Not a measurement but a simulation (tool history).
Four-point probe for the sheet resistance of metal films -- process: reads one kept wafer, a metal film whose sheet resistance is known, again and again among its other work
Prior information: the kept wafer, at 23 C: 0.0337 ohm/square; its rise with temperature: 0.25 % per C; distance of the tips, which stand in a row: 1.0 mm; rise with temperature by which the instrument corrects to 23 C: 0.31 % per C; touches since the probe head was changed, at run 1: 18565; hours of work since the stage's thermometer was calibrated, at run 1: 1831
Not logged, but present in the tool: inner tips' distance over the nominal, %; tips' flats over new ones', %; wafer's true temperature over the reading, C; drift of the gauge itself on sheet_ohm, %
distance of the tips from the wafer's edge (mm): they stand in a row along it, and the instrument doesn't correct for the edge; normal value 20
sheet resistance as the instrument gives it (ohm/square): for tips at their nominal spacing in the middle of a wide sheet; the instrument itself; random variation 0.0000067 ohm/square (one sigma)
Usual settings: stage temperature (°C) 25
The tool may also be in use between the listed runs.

run   hour  stage temperature (°C)  distance of the tips from the wafer's edge (mm)  touches since the probe head was changed  hours of work since the stage's thermometer was calibrated  sheet resistance as the instrument gives it (ohm/square)
  1      0                      25                                               20                                     18565                                                        1831                                                   0.03388
  2   22.4                      25                                               20                                     18792                                                        1842                                                  0.033878
  3   68.9                      25                                               20                                     19264                                                        1863                                                  0.033893
  4  105.5                      26                                               20                                     19635                                                        1880                                                  0.033867
  5  157.7                      18                                               20                                     20165                                                        1904                                                  0.034037
  6  208.3                      18                                               18                                     20679                                                        1927                                                  0.034052
  7  251.4                      18                                               18                                     21115                                                        1947                                                  0.034066
  8    292                      18                                               18                                     21528                                                        1966                                                   0.03406
  9  345.4                      18                                               18                                     22070                                                        1990                                                  0.034062
 10  386.4                      18                                               18                                     22486                                                        2009                                                  0.034066
 11  421.1                      28                                               20                                     22838                                                        2025                                                  0.033847
 12    462                      28                                               20                                     23253                                                        2044                                                  0.033843
 13  501.8                      25                                               15                                     23657                                                        2063                                                  0.033947
 14    527                      19                                                7                                     23913                                                        2074                                                   0.03437
 15  566.9                      19                                                7                                     24318                                                        2093                                                  0.034375
 16  597.9                      32                                               15                                     24632                                                        2107                                                  0.033809
 17  634.3                      19                                               15                                     25001                                                        2124                                                  0.034084
 18  661.7                      33                                                3                                     25279                                                        2136                                                   0.03561

A few steps of sheet resistance as the instrument gives it (ohm/square) between consecutive runs. Split each: what settings, incoming material and random variation would produce without the hidden state, and what is left over for the hidden state, along with gauge scatter present in only one of the two compared results (measured, and without hidden state):
Run 17 -> 18: stage temperature (°C) 19 -> 33, distance of the tips from the wafer's edge (mm) 15 -> 3. sheet resistance as the instrument gives it (ohm/square) +0.001526: hidden state +0.000009, all else +0.001517.
